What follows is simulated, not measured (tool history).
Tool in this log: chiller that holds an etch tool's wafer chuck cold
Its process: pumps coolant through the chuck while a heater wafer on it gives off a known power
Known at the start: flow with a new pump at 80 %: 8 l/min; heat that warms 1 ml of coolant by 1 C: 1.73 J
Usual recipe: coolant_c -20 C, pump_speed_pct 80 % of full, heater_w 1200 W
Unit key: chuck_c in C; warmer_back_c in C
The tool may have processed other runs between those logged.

| run | hour | coolant_c | pump_speed_pct | heater_w | chuck_c | warmer_back_c |
|---|---|---|---|---|---|---|
| 1 | 0 | -20 | 80 | 1200 | -9.5 | 5.88 |
| 2 | 110.6 | -20 | 80 | 854 | -12.4 | 4.17 |
| 3 | 189 | -20 | 80 | 1243 | -8.9 | 6.07 |
| 4 | 264.1 | -11 | 80 | 1243 | 0.1 | 5.99 |
|  | 408.5 | chiller's thermometer calibrated |
| 5 | 432.3 | -11 | 80 | 1243 | -0.1 | 6.06 |
| 6 | 536.6 | -11 | 80 | 1243 | 0.1 | 6.04 |
| 7 | 668.9 | -20 | 80 | 1200 | -9.3 | 5.91 |
| 8 | 807 | -20 | 80 | 1200 | -9.2 | 5.97 |
| 9 | 975.3 | -20 | 80 | 1200 | -8.9 | 6.02 |
| 10 | 1152 | -20 | 80 | 1200 | -9.1 | 5.98 |
| 11 | 1286.5 | -20 | 80 | 1200 | -8.8 | 6.05 |
| 12 | 1417.5 | -20 | 62 | 1200 | -6.2 | 7.89 |
| 13 | 1541.1 | -20 | 74 | 1200 | -7.9 | 6.66 |
| 14 | 1702.6 | -20 | 80 | 1200 | -8.5 | 6.09 |
| 15 | 1873.7 | -20 | 80 | 1200 | -8.3 | 6.11 |
| 16 | 2015 | -20 | 80 | 1200 | -8.1 | 6.24 |
| 17 | 2171.2 | -20 | 79 | 1006 | -9.7 | 5.31 |
| 18 | 2268.8 | -20 | 66 | 997 | -8.5 | 6.3 |
| 19 | 2427.6 | -11 | 74 | 706 | -3.3 | 4.01 |
|  | 2482.9 | coolant pump overhauled |
| 20 | 2580.1 | -22 | 62 | 1034 | -10.7 | 5.82 |
| 21 | 2757.7 | -22 | 62 | 1034 | -10.6 | 5.85 |
| 22 | 2865.5 | -21 | 96 | 806 | -14.3 | 2.88 |
|  | 2883 | chiller's thermometer calibrated |
| 23 | 3002 | -22 | 78 | 1200 | -10.7 | 5.4 |
| 24 | 3125.2 | -22 | 78 | 1200 | -10.9 | 5.43 |
| 25 | 3274.3 | -30 | 92 | 940 | -22.2 | 3.6 |
| 26 | 3417.7 | -19 | 92 | 940 | -11.2 | 3.68 |
| 27 | 3534.4 | -19 | 92 | 930 | -11.1 | 3.5 |
|  | 3634.6 | coolant changed, channels flushed |
| 28 | 3699.6 | -20 | 80 | 1475 | -8.1 | 6.7 |
| 29 | 3851.4 | -20 | 97 | 1730 | -7.9 | 6.38 |
| 30 | 3926.9 | -20 | 97 | 1730 | -8 | 6.45 |
| 31 | 4087.8 | -20 | 97 | 1730 | -7.9 | 6.42 |
| 32 | 4161.5 | -19 | 61 | 1200 | -6.8 | 7.21 |

Branching from run 32: 4 alternative next runs. What would each branch give?
| A | 4286.7 | -20 | 67 | 971 | ? | ? |
| B | 4286.7 | -14 | 96 | 632 | ? | ? |
| C | 4286.7 | -19 | 83 | 1200 | ? | ? |
| D | 4286.7 | -20 | 90 | 707 | ? | ? |

| run | chuck_c | warmer_back_c |
|---|---|---|
| A | -10.6 | 5.31 |
| B | -9.4 | 2.38 |
| C | -9.2 | 5.21 |
| D | -14.6 | 2.83 |
With no hidden state in the tool, these same runs would have given:
| run | chuck_c | warmer_back_c |
|---|---|---|
| A | -11.2 | 5.05 |
| B | -9.8 | 2.27 |
| C | -9.9 | 4.96 |
| D | -15 | 2.7 |

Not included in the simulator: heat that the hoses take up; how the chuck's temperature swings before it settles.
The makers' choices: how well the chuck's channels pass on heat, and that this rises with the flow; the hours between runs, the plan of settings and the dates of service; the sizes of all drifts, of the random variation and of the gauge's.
